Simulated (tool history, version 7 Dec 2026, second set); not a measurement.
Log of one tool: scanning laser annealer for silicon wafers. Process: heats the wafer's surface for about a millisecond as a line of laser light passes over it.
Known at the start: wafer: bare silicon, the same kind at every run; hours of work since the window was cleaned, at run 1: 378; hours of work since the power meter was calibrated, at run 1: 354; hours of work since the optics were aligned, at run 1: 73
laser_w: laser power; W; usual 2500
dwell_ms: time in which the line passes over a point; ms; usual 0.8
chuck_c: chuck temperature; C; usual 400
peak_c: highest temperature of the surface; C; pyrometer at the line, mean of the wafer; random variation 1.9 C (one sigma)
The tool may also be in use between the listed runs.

run	hour	laser_w	dwell_ms	chuck_c	hours of work since the window was cleaned	hours of work since the power meter was calibrated	hours of work since the optics were aligned	peak_c
1	0	2500	0.8	400	378	354	73	1112
2	24.7	2500	0.8	400	392	368	87	1113
3	38.1	2500	0.8	369	400	375	94	1080
4	50.5	2500	0.8	369	407	382	101	1077
5	61.9	2500	0.8	369	413	389	108	1081
6	83.1	2319	0.8	400	425	401	120	1048
7	95.1	2500	0.664	400	432	408	127	1050
8	109.5	2500	0.664	400	440	416	135	1049
9	124.8	2500	0.664	400	449	424	143	1047
10	144.3	2500	0.664	400	460	435	154	1048
11	167.2	2500	0.8	394	473	448	167	1100
12	179.9	2500	0.8	394	480	455	174	1098
13	204.7	2500	0.8	394	494	469	188	1101
14	229.4	2500	0.8	394	508	483	202	1099
15	249.6	2500	0.8	394	519	495	214	1101
16	275.9	2500	0.8	394	534	509	228	1097
17	294.8	2500	0.596	400	544	520	239	1010
18	307.2	2500	0.8	430	551	527	246	1135
19	329.9	2500	0.8	430	564	540	259	1135
20	352.3	2506	0.8	400	577	552	271	1104
21	367.7	2506	0.8	400	585	561	280	1101
22	378.7	2237	0.703	435	592	567	286	1010
23	398.1	2237	0.703	435	603	578	297	1010
24	412	2274	0.7	368	610	586	305	954
25	422.6	2442	0.747	417	616	592	311	1074
26	447.9	2743	0.9	363	631	606	325	1188
27	466.2	2500	0.8	404	641	616	335	1106
28	487.9	2500	0.8	404	653	629	348	1105
29	503.1	2342	0.999	400	662	637	356	1114
30	522.3	2342	0.999	400	673	648	367	1114
31	537	2696	0.967	390	681	656	375	1224
32	557.7	2431	0.713	400	692	668	387	1034
33	578.8	2431	0.713	400	704	680	399	1032
34	597.3	2513	0.692	386	715	690	409	1038
# hour 616.4: window over the wafer cleaned
35	617.5	2500	0.841	406	1	701	420	1147
36	633.6	2500	0.841	406	10	710	429	1149
37	657.7	2500	0.841	406	23	723	442	1147
38	680.2	2456	0.841	389	36	736	455	1112
39	696.5	2508	0.841	389	45	745	464	1131

4 ways to go on from here, each from the tool as it stands after run 39. What would each give?
A	715.8	2508	0.977	414	56	756	475	?
B	715.8	2508	0.841	396	56	756	475	?
C	715.8	2530	0.8	367	56	756	475	?
D	715.8	2500	0.8	418	56	756	475	?

run	peak_c
A	1208
B	1137
C	1098
D	1139
Without the tool's hidden state the same runs would have given:
run	peak_c
A	1221
B	1149
C	1110
D	1151

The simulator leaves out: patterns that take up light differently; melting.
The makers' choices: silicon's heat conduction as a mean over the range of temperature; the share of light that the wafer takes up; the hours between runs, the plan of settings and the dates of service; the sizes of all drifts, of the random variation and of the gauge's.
